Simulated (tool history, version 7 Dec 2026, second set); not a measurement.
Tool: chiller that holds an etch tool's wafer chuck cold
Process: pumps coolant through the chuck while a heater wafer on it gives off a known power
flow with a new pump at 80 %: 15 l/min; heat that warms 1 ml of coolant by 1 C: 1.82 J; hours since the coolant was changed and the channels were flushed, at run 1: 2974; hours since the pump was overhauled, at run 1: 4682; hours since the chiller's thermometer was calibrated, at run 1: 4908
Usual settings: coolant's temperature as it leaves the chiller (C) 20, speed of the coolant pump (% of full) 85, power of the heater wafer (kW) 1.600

| run | day | coolant's temperature as it leaves the chiller (C) | speed of the coolant pump (% of full) | power of the heater wafer (kW) | hours since the coolant was changed and the channels were flushed | hours since the pump was overhauled | hours since the chiller's thermometer was calibrated | chuck's temperature once it has settled (C) | how much warmer the coolant comes back (C) |
|---|---|---|---|---|---|---|---|---|---|
| 1 | 0.000 | 20 | 85 | 1.600 | 2974 | 4682 | 4908 | 38.3 | 3.85 |
| 2 | 4.875 | 20 | 85 | 1.600 | 3091 | 4799 | 5025 | 38.4 | 3.88 |
| 3 | 9.488 | 20 | 85 | 1.600 | 3202 | 4909 | 5135 | 38.6 | 3.89 |
| 4 | 15.275 | 20 | 85 | 1.600 | 3341 | 5048 | 5274 | 38.9 | 3.95 |
| 5 | 17.967 | 20 | 85 | 1.600 | 3406 | 5113 | 5339 | 39.0 | 3.93 |
| 6 | 24.183 | 18 | 85 | 1.600 | 3555 | 5262 | 5488 | 37.2 | 3.92 |
| 7 | 27.846 | 18 | 85 | 1.600 | 3643 | 5350 | 5576 | 37.1 | 3.91 |
| 8 | 31.183 | 18 | 85 | 1.600 | 3723 | 5430 | 5656 | 37.1 | 3.94 |
| 9 | 36.396 | 18 | 85 | 1.600 | 3848 | 5555 | 5781 | 37.5 | 3.99 |
|  | 41.812 | coolant changed, channels flushed |
| 10 | 42.992 | 18 | 85 | 1.600 | 28 | 5708 | 5934 | 35.1 | 3.96 |
|  | 43.567 | chiller's thermometer calibrated |
| 11 | 48.738 | 18 | 85 | 1.600 | 165 | 5844 | 124 | 34.1 | 4.02 |
| 12 | 51.446 | 18 | 85 | 1.600 | 230 | 5909 | 189 | 34.3 | 4.02 |
| 13 | 54.175 | 20 | 85 | 1.398 | 296 | 5975 | 255 | 34.4 | 3.54 |
|  | 54.758 | coolant pump overhauled |
| 14 | 59.829 | 20 | 85 | 1.600 | 426 | 122 | 385 | 36.9 | 4.22 |
| 15 | 63.671 | 20 | 85 | 1.600 | 519 | 214 | 478 | 37.0 | 4.26 |
| 16 | 66.754 | 20 | 85 | 1.600 | 593 | 288 | 552 | 36.9 | 4.17 |
| 17 | 71.808 | 20 | 85 | 2.027 | 714 | 409 | 673 | 41.8 | 5.43 |
| 18 | 76.221 | 20 | 85 | 2.027 | 820 | 515 | 779 | 41.8 | 5.37 |
| 19 | 79.117 | 11 | 78 | 1.726 | 889 | 585 | 848 | 30.8 | 5.06 |
| 20 | 82.521 | 22 | 90 | 1.678 | 971 | 666 | 930 | 39.7 | 4.25 |
| 21 | 86.233 | 20 | 79 | 1.972 | 1060 | 755 | 1019 | 42.7 | 5.69 |
| 22 | 89.271 | 22 | 73 | 1.650 | 1133 | 828 | 1092 | 42.0 | 5.16 |
|  | 94.012 | coolant pump overhauled, once more |
| 23 | 95.738 | 20 | 69 | 0.914 | 1283 | 41 | 1242 | 30.0 | 2.38 |
| 24 | 100.150 | 14 | 85 | 1.770 | 1389 | 147 | 1348 | 31.2 | 3.64 |
| 25 | 104.229 | 14 | 60 | 1.093 | 1487 | 245 | 1446 | 27.3 | 3.24 |
| 26 | 108.071 | 14 | 60 | 1.093 | 1579 | 337 | 1538 | 27.0 | 3.26 |
| 27 | 112.333 | 28 | 66 | 1.866 | 1681 | 440 | 1640 | 49.2 | 5.03 |
| 28 | 118.517 | 12 | 66 | 1.759 | 1830 | 588 | 1789 | 32.4 | 4.85 |
| 29 | 122.792 | 21 | 83 | 1.589 | 1932 | 691 | 1891 | 37.1 | 3.42 |
| 30 | 125.838 | 27 | 72 | 1.949 | 2006 | 764 | 1964 | 48.4 | 4.87 |
| 31 | 131.704 | 20 | 73 | 1.289 | 2146 | 905 | 2105 | 34.5 | 3.17 |
| 32 | 134.442 | 20 | 73 | 1.289 | 2212 | 970 | 2171 | 34.5 | 3.21 |
| 33 | 138.200 | 20 | 64 | 1.600 | 2302 | 1060 | 2261 | 39.3 | 4.54 |

Forecast each of these 3 alternatives for the next run:
| A | 141.704 | 26 | 89 | 1.600 | 2386 | 1145 | 2345 | ? | ? |
| B | 141.704 | 10 | 80 | 1.504 | 2386 | 1145 | 2345 | ? | ? |
| C | 141.704 | 15 | 64 | 1.600 | 2386 | 1145 | 2345 | ? | ? |

| run | chuck's temperature once it has settled (C) | how much warmer the coolant comes back (C) |
|---|---|---|
| A | 42.3 | 3.31 |
| B | 26.1 | 3.41 |
| C | 34.6 | 4.54 |
Without the tool's hidden state the same runs would have given:
| run | chuck's temperature once it has settled (C) | how much warmer the coolant comes back (C) |
|---|---|---|
| A | 39.9 | 3.20 |
| B | 23.8 | 3.29 |
| C | 31.9 | 4.39 |
